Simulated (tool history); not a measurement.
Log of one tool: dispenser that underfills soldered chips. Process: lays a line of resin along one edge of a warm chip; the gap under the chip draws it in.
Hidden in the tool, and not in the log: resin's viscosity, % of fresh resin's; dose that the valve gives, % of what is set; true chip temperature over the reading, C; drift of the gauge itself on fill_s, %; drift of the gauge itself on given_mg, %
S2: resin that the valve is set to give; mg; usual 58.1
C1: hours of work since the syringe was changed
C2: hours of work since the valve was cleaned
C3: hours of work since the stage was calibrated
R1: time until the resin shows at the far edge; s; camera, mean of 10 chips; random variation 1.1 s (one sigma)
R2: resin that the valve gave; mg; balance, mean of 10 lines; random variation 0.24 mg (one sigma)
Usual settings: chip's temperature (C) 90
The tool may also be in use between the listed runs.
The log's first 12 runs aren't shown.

run 13 hour=45.8 | chip's_temperature_(C)=90 S2=58.1 | C1=7 C2=114 C3=68 | R1=185.7 R2=53.81
run 14 hour=48.6 | chip's_temperature_(C)=97 S2=58.1 | C1=9 C2=116 C3=70 | R1=165.4 R2=53.93
run 15 hour=51.8 | chip's_temperature_(C)=97 S2=58.1 | C1=11 C2=118 C3=73 | R1=204.5 R2=53.34
-- hour=52.3 new syringe of resin
run 16 hour=57.2 | chip's_temperature_(C)=90 S2=58.6 | C1=4 C2=122 C3=77 | R1=142.1 R2=54.13
run 17 hour=60.8 | chip's_temperature_(C)=90 S2=72.5 | C1=6 C2=125 C3=79 | R1=176.8 R2=66.46
-- hour=65.1 dispensing valve cleaned and set on the balance
run 18 hour=66.2 | chip's_temperature_(C)=90 S2=72.5 | C1=10 C2=1 C3=83 | R1=236.6 R2=73.1
-- hour=68.8 new syringe of resin
run 19 hour=70.2 | chip's_temperature_(C)=96 S2=71.7 | C1=1 C2=4 C3=85 | R1=83.5 R2=71.89
run 20 hour=74.1 | chip's_temperature_(C)=76 S2=74.3 | C1=4 C2=7 C3=88 | R1=278.1 R2=74.29
run 21 hour=76.9 | chip's_temperature_(C)=89 S2=52.2 | C1=6 C2=9 C3=90 | R1=184.5 R2=52.22
run 22 hour=80.6 | chip's_temperature_(C)=89 S2=52.2 | C1=9 C2=11 C3=93 | R1=240.1 R2=51.61
-- hour=84.3 new syringe of resin
run 23 hour=84.5 | chip's_temperature_(C)=80 S2=60.2 | C1=0 C2=14 C3=96 | R1=163.7 R2=59.76
run 24 hour=88.9 | chip's_temperature_(C)=84 S2=72 | C1=3 C2=17 C3=99 | R1=176.9 R2=71.25
run 25 hour=91.5 | chip's_temperature_(C)=84 S2=72 | C1=5 C2=19 C3=101 | R1=211.6 R2=71.36
run 26 hour=93.9 | chip's_temperature_(C)=90 S2=57.2 | C1=7 C2=21 C3=103 | R1=191.7 R2=56.58

Run 27 comes next. What will it give?
run 27 hour=98.5 | chip's_temperature_(C)=90 S2=57.2 | C1=11 C2=24 C3=106 | R1=? R2=?

R1: 261.7 s
R2: 56.74 mg
Without the tool's hidden state the same run would have given R1 104.3 s, R2 57.53 mg.
